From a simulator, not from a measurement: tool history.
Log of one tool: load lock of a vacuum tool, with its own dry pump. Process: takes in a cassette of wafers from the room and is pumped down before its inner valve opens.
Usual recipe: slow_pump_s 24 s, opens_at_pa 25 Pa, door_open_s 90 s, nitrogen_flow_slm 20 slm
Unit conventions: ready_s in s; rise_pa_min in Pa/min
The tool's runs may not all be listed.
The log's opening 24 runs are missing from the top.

run	day	slow_pump_s	opens_at_pa	door_open_s	nitrogen_flow_slm	incoming humidity of the room's air, %	ready_s	rise_pa_min
25	132.088	35	28	46	10	42.6	63	0.275
26	139.667	35	28	46	10	45.3	64.4	0.291
27	144.504	21	27	172	7	45.5	53.8	0.341
28	152.333	33	27	172	23	44.8	62.6	0.329
29	159.721	36	29	64	17	47.5	64.5	0.312
30	165.896	36	29	64	17	42	65	0.308
31	170.329	36	29	64	17	44.2	65.2	0.313
32	178.575	36	29	64	17	45.8	65	0.322
33	187.412	36	29	64	17	45.4	64.4	0.328
34	194.783	36	29	64	17	43.7	64.8	0.335
35	199.888	30	18	44	17	41.4	62.7	0.328

For run 36, what comes out?
36	204.004	14	25	102	20	50.1	?	?

Run 36 measured ready_s 49.5 s, rise_pa_min 0.367 Pa/min.
If the tool had no hidden condition, the same run with the same run-to-run variation would have returned ready_s 48 s, rise_pa_min 0.058 Pa/min.
